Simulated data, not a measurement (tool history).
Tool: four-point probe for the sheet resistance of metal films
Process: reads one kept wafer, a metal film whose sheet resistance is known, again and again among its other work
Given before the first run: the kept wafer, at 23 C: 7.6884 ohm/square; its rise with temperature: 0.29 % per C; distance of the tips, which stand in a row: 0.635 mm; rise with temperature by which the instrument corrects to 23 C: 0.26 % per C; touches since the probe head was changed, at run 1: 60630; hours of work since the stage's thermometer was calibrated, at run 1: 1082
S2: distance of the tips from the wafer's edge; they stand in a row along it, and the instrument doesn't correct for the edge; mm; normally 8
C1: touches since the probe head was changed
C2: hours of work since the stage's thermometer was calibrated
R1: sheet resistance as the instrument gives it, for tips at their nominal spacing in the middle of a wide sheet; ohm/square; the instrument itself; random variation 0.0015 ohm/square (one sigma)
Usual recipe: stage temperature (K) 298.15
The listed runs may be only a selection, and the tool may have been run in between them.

{"run": 1, "hour": 0.0, "stage temperature (K)": 298.15, "S2": 8, "C1": 60630, "C2": 1082, "R1": 7.669411}
{"run": 2, "hour": 24.6, "stage temperature (K)": 298.15, "S2": 8, "C1": 62090, "C2": 1101, "R1": 7.663941}
{"run": 3, "hour": 48.8, "stage temperature (K)": 298.15, "S2": 8, "C1": 63533, "C2": 1119, "R1": 7.663145}
{"run": 4, "hour": 68.4, "stage temperature (K)": 298.15, "S2": 47, "C1": 64699, "C2": 1134, "R1": 7.639697}
{"run": 5, "hour": 103.0, "stage temperature (K)": 307.15, "S2": 8, "C1": 66752, "C2": 1160, "R1": 7.682793}
{"run": 6, "hour": 128.8, "stage temperature (K)": 298.15, "S2": 8, "C1": 68287, "C2": 1179, "R1": 7.660276}
{"run": 7, "hour": 146.8, "stage temperature (K)": 298.15, "S2": 8, "C1": 69356, "C2": 1193, "R1": 7.660951}
{"hour": 162.4, "done": "stage's thermometer calibrated"}
{"run": 8, "hour": 176.5, "stage temperature (K)": 298.15, "S2": 6, "C1": 71093, "C2": 11, "R1": 7.690928}
{"run": 9, "hour": 193.2, "stage temperature (K)": 300.15, "S2": 8, "C1": 72090, "C2": 23, "R1": 7.673171}
{"run": 10, "hour": 212.6, "stage temperature (K)": 294.15, "S2": 8, "C1": 73244, "C2": 38, "R1": 7.659553}
{"run": 11, "hour": 245.6, "stage temperature (K)": 294.15, "S2": 8, "C1": 75206, "C2": 63, "R1": 7.656881}
{"run": 12, "hour": 262.5, "stage temperature (K)": 294.15, "S2": 8, "C1": 76211, "C2": 76, "R1": 7.654413}
{"run": 13, "hour": 289.4, "stage temperature (K)": 304.15, "S2": 8, "C1": 77810, "C2": 96, "R1": 7.675786}
{"run": 14, "hour": 321.9, "stage temperature (K)": 304.15, "S2": 8, "C1": 79743, "C2": 120, "R1": 7.670806}
{"run": 15, "hour": 352.7, "stage temperature (K)": 298.15, "S2": 6, "C1": 81573, "C2": 143, "R1": 7.681704}
{"run": 16, "hour": 370.5, "stage temperature (K)": 298.15, "S2": 6, "C1": 82629, "C2": 157, "R1": 7.679545}
{"run": 17, "hour": 399.4, "stage temperature (K)": 297.15, "S2": 8, "C1": 84347, "C2": 179, "R1": 7.658846}
{"run": 18, "hour": 425.5, "stage temperature (K)": 297.15, "S2": 8, "C1": 85903, "C2": 198, "R1": 7.654419}
{"run": 19, "hour": 454.9, "stage temperature (K)": 297.15, "S2": 8, "C1": 87650, "C2": 221, "R1": 7.656053}
{"run": 20, "hour": 470.2, "stage temperature (K)": 305.15, "S2": 44, "C1": 88557, "C2": 232, "R1": 7.648335}
{"run": 21, "hour": 495.4, "stage temperature (K)": 305.15, "S2": 44, "C1": 90056, "C2": 251, "R1": 7.645162}
{"run": 22, "hour": 519.5, "stage temperature (K)": 292.15, "S2": 15, "C1": 91488, "C2": 269, "R1": 7.62514}
{"run": 23, "hour": 539.7, "stage temperature (K)": 292.15, "S2": 15, "C1": 92689, "C2": 284, "R1": 7.623885}
{"run": 24, "hour": 558.6, "stage temperature (K)": 292.15, "S2": 15, "C1": 93815, "C2": 299, "R1": 7.624661}

4 ways to go on from here, each from the tool as it stands after run 24. What would each give?
{"run": "A", "hour": 581.2, "stage temperature (K)": 304.15, "S2": 27, "C1": 95162, "C2": 316, "R1": "?"}
{"run": "B", "hour": 581.2, "stage temperature (K)": 295.15, "S2": 11, "C1": 95162, "C2": 316, "R1": "?"}
{"run": "C", "hour": 581.2, "stage temperature (K)": 298.15, "S2": 30, "C1": 95162, "C2": 316, "R1": "?"}
{"run": "D", "hour": 581.2, "stage temperature (K)": 303.15, "S2": 15, "C1": 95162, "C2": 316, "R1": "?"}

run=A R1=7.6406
run=B R1=7.638049
run=C R1=7.627857
run=D R1=7.645881
Take away the tool's hidden state, keep each run's random variation, and the runs would have read:
run=A R1=7.704772
run=B R1=7.702308
run=C R1=7.691997
run=D R1=7.710106

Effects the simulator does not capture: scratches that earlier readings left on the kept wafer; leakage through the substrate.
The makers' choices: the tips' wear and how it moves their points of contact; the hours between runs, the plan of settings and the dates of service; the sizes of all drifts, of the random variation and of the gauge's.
